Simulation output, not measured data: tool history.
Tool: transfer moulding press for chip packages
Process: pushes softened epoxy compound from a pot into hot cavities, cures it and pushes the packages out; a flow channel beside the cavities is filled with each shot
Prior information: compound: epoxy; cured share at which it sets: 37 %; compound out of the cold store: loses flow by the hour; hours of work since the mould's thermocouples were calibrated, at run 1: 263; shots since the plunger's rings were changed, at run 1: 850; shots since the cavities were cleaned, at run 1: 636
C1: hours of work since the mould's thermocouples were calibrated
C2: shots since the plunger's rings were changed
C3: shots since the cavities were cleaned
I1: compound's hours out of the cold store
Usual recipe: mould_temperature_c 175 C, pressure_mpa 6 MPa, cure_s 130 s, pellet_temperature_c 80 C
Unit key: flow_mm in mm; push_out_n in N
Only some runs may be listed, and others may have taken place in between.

run 1 hour=0 | mould_temperature_c=175 pressure_mpa=6 cure_s=130 pellet_temperature_c=80 | C1=263 C2=850 C3=636 | I1=38 | flow_mm=639 push_out_n=437
-- hour=42.8 cavities cleaned with cleaning compound and waxed
run 2 hour=51.7 | mould_temperature_c=175 pressure_mpa=7 cure_s=130 pellet_temperature_c=80 | C1=286 C2=1161 C3=56 | I1=45.1 | flow_mm=676 push_out_n=360
run 3 hour=113.3 | mould_temperature_c=175 pressure_mpa=7 cure_s=130 pellet_temperature_c=80 | C1=314 C2=1543 C3=438 | I1=20.2 | flow_mm=730 push_out_n=445
run 4 hour=179.7 | mould_temperature_c=175 pressure_mpa=6 cure_s=130 pellet_temperature_c=80 | C1=343 C2=1954 C3=849 | I1=18.1 | flow_mm=680 push_out_n=499
-- hour=185.8 cavities cleaned with cleaning compound and waxed
run 5 hour=232.8 | mould_temperature_c=175 pressure_mpa=6 cure_s=130 pellet_temperature_c=80 | C1=367 C2=2274 C3=291 | I1=26.6 | flow_mm=644 push_out_n=410
run 6 hour=289 | mould_temperature_c=175 pressure_mpa=6 cure_s=130 pellet_temperature_c=80 | C1=392 C2=2623 C3=640 | I1=8.3 | flow_mm=700 push_out_n=492
-- hour=326.5 cavities cleaned with cleaning compound and waxed
-- hour=335.4 plunger's sealing rings changed
run 7 hour=362.1 | mould_temperature_c=175 pressure_mpa=6 cure_s=130 pellet_temperature_c=80 | C1=423 C2=166 C3=205 | I1=10.8 | flow_mm=712 push_out_n=426
-- hour=374.6 mould's thermocouples calibrated
run 8 hour=417.8 | mould_temperature_c=175 pressure_mpa=6 cure_s=130 pellet_temperature_c=81 | C1=19 C2=498 C3=537 | I1=41.1 | flow_mm=628 push_out_n=438
run 9 hour=467.1 | mould_temperature_c=175 pressure_mpa=6 cure_s=130 pellet_temperature_c=81 | C1=42 C2=804 C3=843 | I1=43.6 | flow_mm=626 push_out_n=466
-- hour=473.3 cavities cleaned with cleaning compound and waxed
run 10 hour=520.9 | mould_temperature_c=175 pressure_mpa=6 cure_s=130 pellet_temperature_c=80 | C1=65 C2=1128 C3=295 | I1=34.9 | flow_mm=640 push_out_n=397
run 11 hour=587.7 | mould_temperature_c=175 pressure_mpa=6 cure_s=130 pellet_temperature_c=88 | C1=95 C2=1542 C3=709 | I1=37 | flow_mm=631 push_out_n=464
-- hour=615.4 cavities cleaned with cleaning compound and waxed
run 12 hour=659 | mould_temperature_c=175 pressure_mpa=6 cure_s=130 pellet_temperature_c=88 | C1=126 C2=1975 C3=270 | I1=25.1 | flow_mm=656 push_out_n=420
run 13 hour=728.4 | mould_temperature_c=175 pressure_mpa=6 cure_s=130 pellet_temperature_c=88 | C1=158 C2=2405 C3=700 | I1=9.1 | flow_mm=694 push_out_n=473
-- hour=756.3 cavities cleaned with cleaning compound and waxed
run 14 hour=778.4 | mould_temperature_c=175 pressure_mpa=6 cure_s=130 pellet_temperature_c=88 | C1=179 C2=2706 C3=137 | I1=12.2 | flow_mm=681 push_out_n=410
-- hour=808.8 plunger's sealing rings changed
run 15 hour=809.3 | mould_temperature_c=175 pressure_mpa=6.98 cure_s=125 pellet_temperature_c=88 | C1=192 C2=3 C3=313 | I1=15.2 | flow_mm=758 push_out_n=446
run 16 hour=872.4 | mould_temperature_c=176 pressure_mpa=5.54 cure_s=135 pellet_temperature_c=73 | C1=220 C2=394 C3=704 | I1=46.6 | flow_mm=591 push_out_n=420
-- hour=899.7 cavities cleaned with cleaning compound and waxed
run 17 hour=915.6 | mould_temperature_c=176 pressure_mpa=5.54 cure_s=135 pellet_temperature_c=73 | C1=239 C2=653 C3=99 | I1=39.2 | flow_mm=608 push_out_n=350
run 18 hour=982.5 | mould_temperature_c=176 pressure_mpa=5.7 cure_s=135 pellet_temperature_c=71 | C1=269 C2=1067 C3=513 | I1=12.6 | flow_mm=680 push_out_n=435
run 19 hour=1020.7 | mould_temperature_c=167 pressure_mpa=4.58 cure_s=167 pellet_temperature_c=80 | C1=286 C2=1304 C3=750 | I1=30.7 | flow_mm=597 push_out_n=517
-- hour=1041.7 cavities cleaned with cleaning compound and waxed
run 20 hour=1060.1 | mould_temperature_c=170 pressure_mpa=4.58 cure_s=167 pellet_temperature_c=80 | C1=303 C2=1539 C3=114 | I1=45.5 | flow_mm=550 push_out_n=353

Run 21 comes next. What will it give?
run 21 hour=1097.2 | mould_temperature_c=174 pressure_mpa=5.33 cure_s=127 pellet_temperature_c=75 | C1=320 C2=1769 C3=344 | I1=14.3 | flow_mm=? push_out_n=?

flow_mm: 650 mm
push_out_n: 505 N
Had the tool carried no hidden state, the very same run would have given flow_mm 664 mm, push_out_n 391 N.

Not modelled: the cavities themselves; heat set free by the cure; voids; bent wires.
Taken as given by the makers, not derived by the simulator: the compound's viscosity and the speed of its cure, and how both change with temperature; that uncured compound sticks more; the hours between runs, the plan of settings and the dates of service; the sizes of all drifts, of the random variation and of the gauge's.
